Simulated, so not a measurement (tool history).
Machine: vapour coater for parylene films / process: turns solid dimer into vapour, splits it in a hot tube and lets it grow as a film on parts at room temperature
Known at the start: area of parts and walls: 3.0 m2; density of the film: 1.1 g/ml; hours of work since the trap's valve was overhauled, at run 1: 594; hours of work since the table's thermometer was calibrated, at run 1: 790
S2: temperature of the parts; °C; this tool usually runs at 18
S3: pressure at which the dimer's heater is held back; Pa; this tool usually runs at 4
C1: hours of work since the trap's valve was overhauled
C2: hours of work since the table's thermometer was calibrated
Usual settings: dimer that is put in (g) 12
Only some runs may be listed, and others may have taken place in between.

{"run": 1, "hour": 0.0, "dimer that is put in (g)": 12, "S2": 18, "S3": 4, "C1": 594, "C2": 790, "thickness of the film (µm)": 1.62}
{"run": 2, "hour": 24.9, "dimer that is put in (g)": 10, "S2": 18, "S3": 4, "C1": 610, "C2": 806, "thickness of the film (µm)": 1.34}
{"hour": 54.4, "done": "trap's valve overhauled"}
{"run": 3, "hour": 70.6, "dimer that is put in (g)": 10, "S2": 18, "S3": 4, "C1": 11, "C2": 833, "thickness of the film (µm)": 1.51}
{"run": 4, "hour": 94.1, "dimer that is put in (g)": 10, "S2": 17, "S3": 4, "C1": 26, "C2": 849, "thickness of the film (µm)": 1.58}
{"run": 5, "hour": 146.7, "dimer that is put in (g)": 10, "S2": 17, "S3": 4, "C1": 61, "C2": 883, "thickness of the film (µm)": 1.55}
{"run": 6, "hour": 175.3, "dimer that is put in (g)": 10, "S2": 17, "S3": 4, "C1": 79, "C2": 902, "thickness of the film (µm)": 1.54}
{"run": 7, "hour": 214.8, "dimer that is put in (g)": 12, "S2": 18, "S3": 4, "C1": 105, "C2": 928, "thickness of the film (µm)": 1.71}
{"run": 8, "hour": 265.6, "dimer that is put in (g)": 12, "S2": 23, "S3": 4, "C1": 138, "C2": 961, "thickness of the film (µm)": 1.41}
{"run": 9, "hour": 305.2, "dimer that is put in (g)": 12, "S2": 16, "S3": 4, "C1": 164, "C2": 987, "thickness of the film (µm)": 1.89}
{"run": 10, "hour": 356.4, "dimer that is put in (g)": 12, "S2": 18, "S3": 9.9, "C1": 198, "C2": 1021, "thickness of the film (µm)": 1.44}
{"run": 11, "hour": 385.4, "dimer that is put in (g)": 12, "S2": 18, "S3": 9.9, "C1": 217, "C2": 1040, "thickness of the film (µm)": 1.44}
{"run": 12, "hour": 416.6, "dimer that is put in (g)": 12, "S2": 18, "S3": 9.9, "C1": 237, "C2": 1060, "thickness of the film (µm)": 1.44}
{"run": 13, "hour": 441.3, "dimer that is put in (g)": 12, "S2": 18, "S3": 9.9, "C1": 254, "C2": 1077, "thickness of the film (µm)": 1.41}
{"run": 14, "hour": 476.4, "dimer that is put in (g)": 12, "S2": 18, "S3": 4.12, "C1": 277, "C2": 1100, "thickness of the film (µm)": 1.68}
{"run": 15, "hour": 530.6, "dimer that is put in (g)": 5, "S2": 11, "S3": 5.55, "C1": 312, "C2": 1135, "thickness of the film (µm)": 0.86}
{"run": 16, "hour": 555.3, "dimer that is put in (g)": 8, "S2": 23, "S3": 8.38, "C1": 328, "C2": 1151, "thickness of the film (µm)": 0.78}
{"run": 17, "hour": 610.3, "dimer that is put in (g)": 8, "S2": 13, "S3": 2.79, "C1": 364, "C2": 1187, "thickness of the film (µm)": 1.5}
{"run": 18, "hour": 652.2, "dimer that is put in (g)": 8, "S2": 11, "S3": 4.82, "C1": 392, "C2": 1215, "thickness of the film (µm)": 1.43}
{"run": 19, "hour": 695.0, "dimer that is put in (g)": 8, "S2": 11, "S3": 4.82, "C1": 420, "C2": 1243, "thickness of the film (µm)": 1.45}
{"run": 20, "hour": 739.1, "dimer that is put in (g)": 9, "S2": 17, "S3": 2.1, "C1": 449, "C2": 1272, "thickness of the film (µm)": 1.46}

Forecast run 21:
{"run": 21, "hour": 775.5, "dimer that is put in (g)": 11, "S2": 18, "S3": 4.15, "C1": 473, "C2": 1296, "thickness of the film (µm)": "?"}

Run 21 came out at thickness of the film (µm) 1.46.
Without the tool's hidden state the same run would have given thickness of the film (µm) 1.62.
